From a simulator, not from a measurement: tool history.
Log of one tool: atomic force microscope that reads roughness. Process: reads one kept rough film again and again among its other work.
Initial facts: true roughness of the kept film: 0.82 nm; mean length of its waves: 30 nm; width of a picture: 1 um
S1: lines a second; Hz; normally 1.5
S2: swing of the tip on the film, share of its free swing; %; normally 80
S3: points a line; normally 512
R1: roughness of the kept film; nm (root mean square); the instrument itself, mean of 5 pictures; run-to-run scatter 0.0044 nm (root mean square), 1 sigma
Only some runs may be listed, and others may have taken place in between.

run   hour    S1  S2   S3     R1
  1      0   1.5  80  512  0.705
  2   12.6   1.5  80  512   0.71
  3   33.1   1.5  63  512  0.762
  4   47.2   1.5  80  512  0.703
  5   65.7   1.5  80  512  0.714
  6   86.6   1.5  80  512  0.709
  7  100.2     1  80  512  0.739
  8  115.6   1.5  80  512  0.702
  9  132.9   1.5  80  512  0.714
     141.5  -- new tip fitted
 10  144.2   1.5  80  512  0.712
 11  161.6  3.48  80  512   0.63
 12  179.8  3.48  80  512  0.627
 13    201  3.48  80  512  0.627
 14  216.3  3.48  80  512  0.633
 15    228   1.5  80  512  0.707
 16  245.1   1.5  80  512  0.711
 17  257.8   1.5  80  512  0.712
 18  267.8   1.5  80  512  0.706
 19  277.6   1.5  80  512  0.704
 20  297.6   1.5  74  512  0.724
 21  318.1   1.5  74  512  0.725
 22  329.4   1.5  80  512  0.703
 23  341.1   1.5  80  512  0.708
 24  361.5   1.5  80  512  0.712
     367.1  -- new tip fitted
 25  381.7   1.5  80  512  0.715
 26  398.6   1.5  80  512  0.711
 27  411.6   1.5  80  512  0.713
 28  430.6  0.74  75  874  0.759
 29  446.7  0.74  75  874  0.767
 30  458.9  1.87  86  307   0.67
 31  478.3  1.14  64  740  0.764
 32  494.2  0.94  80  630  0.727
 33    515  0.94  80  630  0.733
 34    527  3.13  80  995  0.641
 35  538.9  3.13  80  995  0.643
 36  555.7  1.11  80  787  0.726
 37  574.8  1.11  77  339  0.739
 38  591.4  0.74  80  512  0.754
     593.3  -- new tip fitted
 39  611.8  0.74  80  512  0.747
 40  627.5  1.12  55  746  0.776
 41    638  1.12  55  746  0.778
 42  651.2  2.07  75  512  0.707
 43  664.2   1.5  70  637  0.734
 44  681.1  1.52  70  637  0.732
 45  690.1  1.92  58  602  0.759
 46  700.8  3.76  80  615  0.631
 47  711.2  2.97  71  512  0.691
 48  727.7  2.97  71  512  0.694
 49  746.6  0.62  76  512  0.763
 50  755.2  0.72  68  512  0.773
 51  775.6  2.07  73  397  0.711
 52  793.4  2.07  73  397  0.711
 53  813.2  3.52  63  659  0.712

Predict each of these 4 candidate next runs independently; none follows another, all start after run 53:
     820.1  -- new tip fitted
  A  825.2  3.52  81  565   ?
     820.1  -- new tip fitted
  B  825.2  1.42  63  534   ?
     820.1  -- new tip fitted
  C  825.2  0.85  65  682   ?
     820.1  -- new tip fitted
  D  825.2  0.52  67  659   ?

run     R1
  A  0.627
  B  0.754
  C  0.766
  D  0.773
Had the tool no hidden state, the same runs would have come out as:
run     R1
  A  0.628
  B  0.755
  C  0.766
  D  0.774
